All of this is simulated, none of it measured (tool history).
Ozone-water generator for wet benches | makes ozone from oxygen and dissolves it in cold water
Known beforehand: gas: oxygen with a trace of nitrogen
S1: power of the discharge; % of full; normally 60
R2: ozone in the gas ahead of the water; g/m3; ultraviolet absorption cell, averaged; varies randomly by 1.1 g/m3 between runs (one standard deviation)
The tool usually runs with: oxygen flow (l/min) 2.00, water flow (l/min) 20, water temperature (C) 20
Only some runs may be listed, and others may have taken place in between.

{"run": 1, "hour": 0.0, "S1": 60, "oxygen flow (l/min)": 2.0, "water flow (l/min)": 20, "water temperature (C)": 20, "dissolved ozone (ppm)": 10.7, "R2": 178.7}
{"run": 2, "hour": 92.3, "S1": 60, "oxygen flow (l/min)": 3.23, "water flow (l/min)": 20, "water temperature (C)": 20, "dissolved ozone (ppm)": 12.7, "R2": 146.7}
{"run": 3, "hour": 144.1, "S1": 68, "oxygen flow (l/min)": 2.0, "water flow (l/min)": 20, "water temperature (C)": 20, "dissolved ozone (ppm)": 12.1, "R2": 193.3}
{"run": 4, "hour": 235.7, "S1": 60, "oxygen flow (l/min)": 2.0, "water flow (l/min)": 20, "water temperature (C)": 12, "dissolved ozone (ppm)": 11.6, "R2": 176.4}
{"run": 5, "hour": 287.0, "S1": 60, "oxygen flow (l/min)": 2.0, "water flow (l/min)": 20, "water temperature (C)": 12, "dissolved ozone (ppm)": 11.6, "R2": 175.7}
{"run": 6, "hour": 362.1, "S1": 60, "oxygen flow (l/min)": 2.0, "water flow (l/min)": 20, "water temperature (C)": 20, "dissolved ozone (ppm)": 11.0, "R2": 175.5}
{"run": 7, "hour": 412.2, "S1": 60, "oxygen flow (l/min)": 2.0, "water flow (l/min)": 20, "water temperature (C)": 20, "dissolved ozone (ppm)": 10.9, "R2": 176.8}
{"run": 8, "hour": 508.7, "S1": 60, "oxygen flow (l/min)": 2.0, "water flow (l/min)": 20, "water temperature (C)": 20, "dissolved ozone (ppm)": 10.8, "R2": 174.6}
{"run": 9, "hour": 618.5, "S1": 60, "oxygen flow (l/min)": 2.0, "water flow (l/min)": 20, "water temperature (C)": 23, "dissolved ozone (ppm)": 10.9, "R2": 174.3}
{"run": 10, "hour": 683.1, "S1": 60, "oxygen flow (l/min)": 2.0, "water flow (l/min)": 20, "water temperature (C)": 23, "dissolved ozone (ppm)": 10.8, "R2": 173.6}
{"run": 11, "hour": 750.8, "S1": 45, "oxygen flow (l/min)": 2.0, "water flow (l/min)": 20, "water temperature (C)": 20, "dissolved ozone (ppm)": 8.7, "R2": 140.6}
{"run": 12, "hour": 849.5, "S1": 45, "oxygen flow (l/min)": 2.0, "water flow (l/min)": 20, "water temperature (C)": 20, "dissolved ozone (ppm)": 8.5, "R2": 142.6}
{"run": 13, "hour": 935.0, "S1": 45, "oxygen flow (l/min)": 2.0, "water flow (l/min)": 20, "water temperature (C)": 20, "dissolved ozone (ppm)": 8.8, "R2": 142.2}
{"run": 14, "hour": 1004.2, "S1": 45, "oxygen flow (l/min)": 2.0, "water flow (l/min)": 20, "water temperature (C)": 20, "dissolved ozone (ppm)": 8.6, "R2": 140.0}
{"run": 15, "hour": 1111.3, "S1": 60, "oxygen flow (l/min)": 2.0, "water flow (l/min)": 20, "water temperature (C)": 20, "dissolved ozone (ppm)": 10.8, "R2": 173.7}
{"run": 16, "hour": 1194.4, "S1": 46, "oxygen flow (l/min)": 2.0, "water flow (l/min)": 20, "water temperature (C)": 20, "dissolved ozone (ppm)": 8.9, "R2": 141.3}
{"run": 17, "hour": 1249.0, "S1": 81, "oxygen flow (l/min)": 2.0, "water flow (l/min)": 27, "water temperature (C)": 20, "dissolved ozone (ppm)": 9.6, "R2": 216.9}
{"run": 18, "hour": 1302.0, "S1": 81, "oxygen flow (l/min)": 2.0, "water flow (l/min)": 27, "water temperature (C)": 20, "dissolved ozone (ppm)": 9.8, "R2": 215.3}
{"run": 19, "hour": 1411.2, "S1": 92, "oxygen flow (l/min)": 2.0, "water flow (l/min)": 20, "water temperature (C)": 23, "dissolved ozone (ppm)": 14.3, "R2": 238.2}
{"run": 20, "hour": 1508.4, "S1": 40, "oxygen flow (l/min)": 2.0, "water flow (l/min)": 20, "water temperature (C)": 20, "dissolved ozone (ppm)": 8.1, "R2": 128.0}
{"run": 21, "hour": 1603.5, "S1": 40, "oxygen flow (l/min)": 2.0, "water flow (l/min)": 20, "water temperature (C)": 20, "dissolved ozone (ppm)": 8.0, "R2": 127.6}
{"run": 22, "hour": 1707.4, "S1": 90, "oxygen flow (l/min)": 2.0, "water flow (l/min)": 20, "water temperature (C)": 24, "dissolved ozone (ppm)": 14.0, "R2": 233.7}
{"hour": 1793.0, "done": "water thermometer calibrated"}
{"run": 23, "hour": 1816.5, "S1": 90, "oxygen flow (l/min)": 2.0, "water flow (l/min)": 20, "water temperature (C)": 24, "dissolved ozone (ppm)": 14.0, "R2": 233.9}
{"run": 24, "hour": 1898.7, "S1": 52, "oxygen flow (l/min)": 3.48, "water flow (l/min)": 18, "water temperature (C)": 20, "dissolved ozone (ppm)": 12.7, "R2": 124.6}
{"run": 25, "hour": 1964.1, "S1": 59, "oxygen flow (l/min)": 2.0, "water flow (l/min)": 16, "water temperature (C)": 20, "dissolved ozone (ppm)": 13.3, "R2": 169.8}
{"run": 26, "hour": 2014.7, "S1": 43, "oxygen flow (l/min)": 2.0, "water flow (l/min)": 20, "water temperature (C)": 12, "dissolved ozone (ppm)": 8.8, "R2": 135.2}
{"run": 27, "hour": 2104.5, "S1": 43, "oxygen flow (l/min)": 2.0, "water flow (l/min)": 20, "water temperature (C)": 12, "dissolved ozone (ppm)": 8.7, "R2": 133.3}
{"run": 28, "hour": 2210.6, "S1": 60, "oxygen flow (l/min)": 1.37, "water flow (l/min)": 16, "water temperature (C)": 21, "dissolved ozone (ppm)": 11.3, "R2": 197.2}
{"run": 29, "hour": 2302.5, "S1": 55, "oxygen flow (l/min)": 2.87, "water flow (l/min)": 31, "water temperature (C)": 13, "dissolved ozone (ppm)": 7.5, "R2": 141.2}
{"run": 30, "hour": 2361.0, "S1": 86, "oxygen flow (l/min)": 1.43, "water flow (l/min)": 20, "water temperature (C)": 20, "dissolved ozone (ppm)": 12.0, "R2": 252.8}
{"run": 31, "hour": 2419.2, "S1": 86, "oxygen flow (l/min)": 3.47, "water flow (l/min)": 21, "water temperature (C)": 17, "dissolved ozone (ppm)": 16.6, "R2": 181.6}
{"run": 32, "hour": 2523.4, "S1": 60, "oxygen flow (l/min)": 2.0, "water flow (l/min)": 12, "water temperature (C)": 17, "dissolved ozone (ppm)": 17.5, "R2": 170.2}

Branching from run 32: 5 alternative next runs. What would each branch give?
{"run": "A", "hour": 2589.4, "S1": 91, "oxygen flow (l/min)": 2.0, "water flow (l/min)": 16, "water temperature (C)": 13, "dissolved ozone (ppm)": "?", "R2": "?"}
{"run": "B", "hour": 2589.4, "S1": 60, "oxygen flow (l/min)": 2.0, "water flow (l/min)": 26, "water temperature (C)": 17, "dissolved ozone (ppm)": "?", "R2": "?"}
{"run": "C", "hour": 2589.4, "S1": 60, "oxygen flow (l/min)": 2.0, "water flow (l/min)": 20, "water temperature (C)": 15, "dissolved ozone (ppm)": "?", "R2": "?"}
{"run": "D", "hour": 2589.4, "S1": 60, "oxygen flow (l/min)": 2.1, "water flow (l/min)": 20, "water temperature (C)": 20, "dissolved ozone (ppm)": "?", "R2": "?"}
{"run": "E", "hour": 2589.4, "S1": 60, "oxygen flow (l/min)": 2.0, "water flow (l/min)": 12, "water temperature (C)": 24, "dissolved ozone (ppm)": "?", "R2": "?"}

run=A dissolved_ozone_(ppm)=18.8 R2=232.3
run=B dissolved_ozone_(ppm)=8.1 R2=171.8
run=C dissolved_ozone_(ppm)=11.0 R2=168.8
run=D dissolved_ozone_(ppm)=10.8 R2=167.1
run=E dissolved_ozone_(ppm)=15.9 R2=170.6
With no hidden state in the tool, these same runs would have given:
run=A dissolved_ozone_(ppm)=21.7 R2=258.6
run=B dissolved_ozone_(ppm)=9.2 R2=185.9
run=C dissolved_ozone_(ppm)=12.4 R2=182.7
run=D dissolved_ozone_(ppm)=12.2 R2=180.8
run=E dissolved_ozone_(ppm)=17.6 R2=184.6
